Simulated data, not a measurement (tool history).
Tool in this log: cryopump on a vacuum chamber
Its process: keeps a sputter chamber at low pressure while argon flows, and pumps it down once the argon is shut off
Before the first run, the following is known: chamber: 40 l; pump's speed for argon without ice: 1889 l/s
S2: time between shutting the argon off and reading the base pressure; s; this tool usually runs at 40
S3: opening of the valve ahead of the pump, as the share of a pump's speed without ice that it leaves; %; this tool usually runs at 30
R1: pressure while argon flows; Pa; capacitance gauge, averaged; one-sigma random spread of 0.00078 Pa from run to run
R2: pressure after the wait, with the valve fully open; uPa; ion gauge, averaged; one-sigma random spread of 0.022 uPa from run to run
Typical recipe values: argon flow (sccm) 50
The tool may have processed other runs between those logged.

Run 1, hour 0: usual settings. Result: R1 0.1517 Pa, R2 0.95 uPa.
Run 2, hour 23.3: usual settings. Result: R1 0.1506 Pa, R2 1.03 uPa.
Run 3, hour 53.4: usual settings but argon flow (sccm) 89. Result: R1 0.2715 Pa, R2 0.94 uPa.
Run 4, hour 81.8: usual settings but argon flow (sccm) 41. Result: R1 0.1256 Pa, R2 1.04 uPa.
Run 5, hour 106.6: usual settings but argon flow (sccm) 41. Result: R1 0.1255 Pa, R2 1.01 uPa.
Run 6, hour 133.4: usual settings but argon flow (sccm) 41. Result: R1 0.1265 Pa, R2 1.01 uPa.
Run 7, hour 152.9: usual settings. Result: R1 0.154 Pa, R2 0.99 uPa.
Run 8, hour 180.7: usual settings. Result: R1 0.1549 Pa, R2 1.08 uPa.
Run 9, hour 201.3: usual settings. Result: R1 0.1547 Pa, R2 1.04 uPa.
Run 10, hour 223.1: usual settings. Result: R1 0.1553 Pa, R2 1.08 uPa.
Run 11, hour 247.3: usual settings but S3 39 %. Result: R1 0.1201 Pa, R2 1.08 uPa.
Run 12, hour 273.9: usual settings but S3 39 %. Result: R1 0.1213 Pa, R2 1.13 uPa.
Run 13, hour 290.4: usual settings but S3 39 %. Result: R1 0.1224 Pa, R2 1.16 uPa.
Run 14, hour 310.3: usual settings but S3 39 %. Result: R1 0.1205 Pa, R2 1.15 uPa.
Run 15, hour 340.4: usual settings but S3 39 %. Result: R1 0.1229 Pa, R2 1.13 uPa.
Run 16, hour 360.3: usual settings but S3 39 %. Result: R1 0.1235 Pa, R2 1.18 uPa.
Run 17, hour 383.5: usual settings but S3 35 %. Result: R1 0.1374 Pa, R2 1.21 uPa.
Run 18, hour 397: usual settings but argon flow (sccm) 74, S2 156 s, S3 21 %. Result: R1 0.3291 Pa, R2 0.85 uPa.

For run 19, what comes out?
Run 19, hour 419.7: usual settings but argon flow (sccm) 74, S2 156 s, S3 21 %. Result: R1 ?, R2 ?.

Logged for run 19: R1 0.3304 Pa, R2 0.9 uPa.
Had the tool carried no hidden state, the very same run would have given R1 0.3158 Pa, R2 0.28 uPa.

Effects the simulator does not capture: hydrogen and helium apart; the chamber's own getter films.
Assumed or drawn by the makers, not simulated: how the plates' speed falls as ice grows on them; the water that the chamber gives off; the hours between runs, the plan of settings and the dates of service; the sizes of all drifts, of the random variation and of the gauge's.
